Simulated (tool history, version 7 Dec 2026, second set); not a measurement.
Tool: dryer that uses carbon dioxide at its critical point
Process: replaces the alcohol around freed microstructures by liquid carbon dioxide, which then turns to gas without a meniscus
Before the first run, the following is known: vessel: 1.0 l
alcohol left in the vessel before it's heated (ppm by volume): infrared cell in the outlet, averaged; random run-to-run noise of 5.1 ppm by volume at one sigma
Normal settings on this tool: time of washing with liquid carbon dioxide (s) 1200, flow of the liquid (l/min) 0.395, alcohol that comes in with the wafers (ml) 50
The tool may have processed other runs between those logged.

| run | hour | time of washing with liquid carbon dioxide (s) | flow of the liquid (l/min) | alcohol that comes in with the wafers (ml) | alcohol left in the vessel before it's heated (ppm by volume) |
|---|---|---|---|---|---|
| 1 | 0.0 | 1200 | 0.395 | 50 | 181 |
| 2 | 29.4 | 1200 | 0.395 | 57 | 205 |
| 3 | 58.2 | 1200 | 0.395 | 57 | 204 |
| 4 | 90.5 | 1020 | 0.395 | 50 | 334 |
| 5 | 121.9 | 1020 | 0.395 | 50 | 350 |
| 6 | 142.9 | 1020 | 0.395 | 50 | 365 |
| 7 | 168.8 | 1020 | 0.395 | 50 | 372 |
| 8 | 190.8 | 1680 | 0.395 | 50 | 126 |
| 9 | 210.1 | 1620 | 0.395 | 50 | 142 |
| 10 | 244.5 | 1620 | 0.395 | 50 | 154 |
| 11 | 264.1 | 1200 | 0.331 | 50 | 434 |
| 12 | 292.1 | 1200 | 0.395 | 50 | 245 |
| 13 | 325.3 | 1200 | 0.395 | 50 | 249 |
| 14 | 359.5 | 1200 | 0.395 | 50 | 276 |
| 15 | 384.2 | 1200 | 0.395 | 22 | 212 |
| 16 | 412.2 | 1200 | 0.395 | 22 | 204 |
| 17 | 442.4 | 1200 | 0.395 | 22 | 219 |
| 18 | 456.8 | 1200 | 0.395 | 22 | 219 |
| 19 | 485.6 | 1200 | 0.395 | 22 | 215 |
|  | 489.8 | inlet filter changed |
| 20 | 518.0 | 1200 | 0.395 | 22 | 192 |
| 21 | 546.8 | 1200 | 0.661 | 50 | 175 |
| 22 | 568.0 | 1200 | 0.661 | 50 | 177 |
| 23 | 591.5 | 1200 | 0.661 | 50 | 174 |
| 24 | 625.0 | 1200 | 0.478 | 32 | 192 |
| 25 | 644.1 | 1200 | 0.478 | 32 | 196 |
| 26 | 677.5 | 840 | 0.471 | 88 | 609 |
| 27 | 703.4 | 1440 | 0.251 | 61 | 677 |
| 28 | 731.9 | 840 | 0.430 | 50 | 581 |
| 29 | 753.5 | 1140 | 0.240 | 20 | 713 |
| 30 | 771.6 | 1380 | 0.375 | 50 | 244 |
| 31 | 786.7 | 1380 | 0.531 | 50 | 198 |
|  | 809.0 | purifier's bed changed |
| 32 | 810.3 | 960 | 0.316 | 61 | 1168 |
| 33 | 841.7 | 960 | 0.316 | 61 | 1164 |
| 34 | 873.1 | 1860 | 0.481 | 61 | 22 |
| 35 | 906.8 | 1860 | 0.481 | 61 | 25 |
| 36 | 922.9 | 840 | 0.481 | 51 | 300 |
| 37 | 957.8 | 1200 | 0.277 | 102 | 1490 |
| 38 | 980.7 | 1200 | 0.277 | 102 | 1537 |
| 39 | 1000.2 | 1860 | 0.508 | 50 | 26 |
| 40 | 1031.0 | 1200 | 0.275 | 26 | 460 |
| 41 | 1048.1 | 1200 | 0.275 | 26 | 458 |
| 42 | 1063.3 | 1200 | 0.275 | 26 | 461 |
| 43 | 1091.3 | 1860 | 0.569 | 66 | 42 |
|  | 1100.7 | inlet filter changed |
| 44 | 1121.5 | 1860 | 0.366 | 66 | 54 |
| 45 | 1150.4 | 1200 | 0.322 | 82 | 455 |
| 46 | 1173.4 | 1680 | 0.238 | 49 | 262 |

5 options for the next run, each taken on its own from the tool as it stands now. Forecast them:
| A | 1196.8 | 1140 | 0.441 | 25 | ? |
| B | 1196.8 | 960 | 0.576 | 81 | ? |
| C | 1196.8 | 1320 | 0.311 | 96 | ? |
| D | 1196.8 | 1920 | 0.579 | 50 | ? |
| E | 1196.8 | 1680 | 0.647 | 66 | ? |

| run | alcohol left in the vessel before it's heated (ppm by volume) |
|---|---|
| A | 93 |
| B | 92 |
| C | 394 |
| D | 48 |
| E | 49 |
With the hidden condition removed and each run's random variation left untouched, the same runs would have given:
| run | alcohol left in the vessel before it's heated (ppm by volume) |
|---|---|
| A | 42 |
| B | 39 |
| C | 303 |
| D | 1 |
| E | 2 |

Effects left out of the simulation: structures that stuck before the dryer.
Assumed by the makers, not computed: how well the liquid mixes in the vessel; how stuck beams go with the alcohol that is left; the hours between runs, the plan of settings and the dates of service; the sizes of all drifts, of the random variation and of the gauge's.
